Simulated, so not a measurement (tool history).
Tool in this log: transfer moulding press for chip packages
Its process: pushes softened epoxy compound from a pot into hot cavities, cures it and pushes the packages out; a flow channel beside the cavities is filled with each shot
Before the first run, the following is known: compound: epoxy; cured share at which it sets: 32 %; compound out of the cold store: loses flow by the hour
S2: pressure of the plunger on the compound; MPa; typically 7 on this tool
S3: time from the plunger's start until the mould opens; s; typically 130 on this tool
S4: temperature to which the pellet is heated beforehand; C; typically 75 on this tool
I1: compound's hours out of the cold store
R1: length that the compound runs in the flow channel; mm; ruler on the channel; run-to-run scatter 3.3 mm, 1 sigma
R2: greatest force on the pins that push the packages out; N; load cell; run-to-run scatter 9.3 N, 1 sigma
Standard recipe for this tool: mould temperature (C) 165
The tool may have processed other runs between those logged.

Run 1, hour 0: usual settings; I1 41.4. Result: R1 847 mm, R2 670 N.
At hour 22.2: cavities cleaned with cleaning compound and waxed.
Run 2, hour 23: usual settings; I1 41.4. Result: R1 841 mm, R2 826 N.
Run 3, hour 40.9: usual settings; I1 40.8. Result: R1 842 mm, R2 789 N.
Run 4, hour 65.7: usual settings; I1 36.5. Result: R1 858 mm, R2 713 N.
Run 5, hour 77.6: usual settings; I1 41.1. Result: R1 832 mm, R2 740 N.
Run 6, hour 88.7: usual settings; I1 30.9. Result: R1 882 mm, R2 744 N.
Run 7, hour 114.2: usual settings; I1 47.8. Result: R1 802 mm, R2 709 N.
At hour 123.7: cavities cleaned with cleaning compound and waxed, once more.
Run 8, hour 135.9: usual settings; I1 37.1. Result: R1 850 mm, R2 482 N.
Run 9, hour 146.3: usual settings but S4 69 C; I1 38.9. Result: R1 842 mm, R2 565 N.
Run 10, hour 166.8: usual settings but S4 69 C; I1 44.3. Result: R1 812 mm, R2 599 N.
Run 11, hour 191.1: usual settings but S4 69 C; I1 37.7. Result: R1 841 mm, R2 660 N.
Run 12, hour 202.2: usual settings; I1 41.6. Result: R1 818 mm, R2 688 N.
Run 13, hour 223.2: usual settings but mould temperature (C) 167; I1 44.8. Result: R1 790 mm, R2 683 N.
At hour 229.6: cavities cleaned with cleaning compound and waxed.
At hour 233.6: plunger's sealing rings changed.
Run 14, hour 249.6: usual settings but mould temperature (C) 167; I1 39.7. Result: R1 859 mm, R2 485 N.
Run 15, hour 265.2: usual settings but mould temperature (C) 167; I1 43. Result: R1 842 mm, R2 563 N.
Run 16, hour 276: usual settings but S2 5.22 MPa, S3 159 s; I1 18.4. Result: R1 849 mm, R2 581 N.
Run 17, hour 294.8: usual settings but S2 8.53 MPa, S3 137 s, S4 83 C; I1 22.1. Result: R1 1055 mm, R2 616 N.
Run 18, hour 314.2: usual settings but S2 8.53 MPa, S3 137 s, S4 83 C; I1 14.5. Result: R1 1097 mm, R2 669 N.
Run 19, hour 328.8: usual settings but S2 8.53 MPa, S3 137 s, S4 83 C; I1 25.4. Result: R1 1028 mm, R2 668 N.
At hour 338.4: cavities cleaned with cleaning compound and waxed.
Run 20, hour 343.7: usual settings but mould temperature (C) 160, S2 8.53 MPa, S3 132 s, S4 80 C; I1 40.9. Result: R1 969 mm, R2 554 N.
Run 21, hour 360.3: usual settings but mould temperature (C) 164; I1 41.2. Result: R1 858 mm, R2 558 N.
Run 22, hour 370.7: usual settings but mould temperature (C) 164, S3 112 s, S4 72 C; I1 29.6. Result: R1 910 mm, R2 739 N.
Run 23, hour 384.5: usual settings but mould temperature (C) 164, S3 112 s, S4 72 C; I1 14.9. Result: R1 992 mm, R2 815 N.
Run 24, hour 403.8: usual settings but mould temperature (C) 164, S3 112 s, S4 72 C; I1 28.9. Result: R1 910 mm, R2 814 N.
Run 25, hour 427.5: usual settings but mould temperature (C) 164, S3 112 s, S4 72 C; I1 43.4. Result: R1 837 mm, R2 813 N.
At hour 445.5: cavities cleaned with cleaning compound and waxed.
Run 26, hour 453: usual settings but mould temperature (C) 166, S2 7.86 MPa, S3 137 s, S4 72 C; I1 15.9. Result: R1 1014 mm, R2 450 N.
Run 27, hour 468.4: usual settings but S4 73 C; I1 39. Result: R1 851 mm, R2 536 N.
Run 28, hour 484.2: usual settings but S2 5.87 MPa; I1 10.3. Result: R1 906 mm, R2 612 N.

Here are 3 independent what-if runs from the current tool condition. What would each one return?
Run A, hour 509.1: usual settings but S2 5.28 MPa, S3 156 s; I1 18.4. Result: R1 ?, R2 ?.
Run B, hour 509.1: usual settings but mould temperature (C) 159, S4 68 C; I1 30.5. Result: R1 ?, R2 ?.
Run C, hour 509.1: usual settings but S2 5.65 MPa; I1 28.2. Result: R1 ?, R2 ?.

run   R1   R2
  A  822  619
  B  915  904
  C  806  668
With no hidden state in the tool, these same runs would have given:
run   R1   R2
  A  853  388
  B  949  546
  C  837  415

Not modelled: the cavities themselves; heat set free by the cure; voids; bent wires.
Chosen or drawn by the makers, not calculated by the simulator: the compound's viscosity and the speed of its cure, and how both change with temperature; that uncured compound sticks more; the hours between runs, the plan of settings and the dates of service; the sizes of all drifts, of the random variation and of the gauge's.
